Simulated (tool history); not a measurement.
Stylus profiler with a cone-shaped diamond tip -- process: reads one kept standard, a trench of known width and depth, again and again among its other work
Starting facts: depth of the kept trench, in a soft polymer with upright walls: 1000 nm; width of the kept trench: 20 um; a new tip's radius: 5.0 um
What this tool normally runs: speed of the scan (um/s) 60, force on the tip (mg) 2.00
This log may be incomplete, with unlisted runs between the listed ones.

| run | hour | speed of the scan (um/s) | force on the tip (mg) | depth of the trench (angstrom) | width of the trench's floor (µm) |
|---|---|---|---|---|---|
| 1 | 0.0 | 60 | 2.00 | 10050.6 | 11.61 |
| 2 | 51.4 | 60 | 1.19 | 10025.6 | 11.49 |
| 3 | 89.3 | 142 | 1.19 | 10026.7 | 10.70 |
| 4 | 164.1 | 60 | 2.00 | 10047.0 | 11.49 |
| 5 | 208.4 | 60 | 2.00 | 10049.1 | 11.47 |
| 6 | 272.4 | 60 | 2.00 | 10046.6 | 11.41 |
| 7 | 330.4 | 60 | 1.85 | 10042.8 | 11.33 |
|  | 334.8 | height scale calibrated on a step standard |
| 8 | 390.6 | 144 | 1.85 | 10032.1 | 10.69 |
| 9 | 438.0 | 60 | 2.00 | 10037.8 | 11.26 |
| 10 | 514.3 | 60 | 2.00 | 10035.3 | 11.22 |
| 11 | 556.9 | 60 | 2.00 | 10034.4 | 11.23 |
| 12 | 606.2 | 32 | 0.94 | 9998.0 | 11.24 |
| 13 | 653.6 | 32 | 0.94 | 10001.6 | 11.21 |
|  | 721.3 | height scale calibrated on a step standard, once more |
| 14 | 725.5 | 59 | 1.21 | 10056.6 | 10.98 |
| 15 | 788.2 | 59 | 1.21 | 10054.4 | 10.92 |
| 16 | 860.2 | 60 | 5.67 | 10157.5 | 11.12 |
| 17 | 918.8 | 60 | 5.67 | 10157.3 | 11.15 |
| 18 | 990.2 | 60 | 5.67 | 10155.4 | 11.05 |
| 19 | 1044.8 | 77 | 2.74 | 10092.1 | 10.83 |

Alternative continuations, all from the tool just after run 19; predict every row:
| A | 1117.2 | 141 | 3.35 | ? | ? |
| B | 1117.2 | 77 | 3.50 | ? | ? |
| C | 1117.2 | 34 | 2.00 | ? | ? |
| D | 1117.2 | 88 | 1.47 | ? | ? |
| E | 1117.2 | 61 | 0.86 | ? | ? |

| run | depth of the trench (angstrom) | width of the trench's floor (µm) |
|---|---|---|
| A | 10107.1 | 10.48 |
| B | 10110.7 | 10.83 |
| C | 10071.9 | 11.00 |
| D | 10061.3 | 10.52 |
| E | 10038.7 | 10.60 |
With the hidden condition removed and each run's random variation left untouched, the same runs would have given:
| run | depth of the trench (angstrom) | width of the trench's floor (µm) |
|---|---|---|
| A | 10114.6 | 13.27 |
| B | 10118.3 | 13.62 |
| C | 10079.4 | 13.78 |
| D | 10068.9 | 13.30 |
| E | 10046.2 | 13.38 |
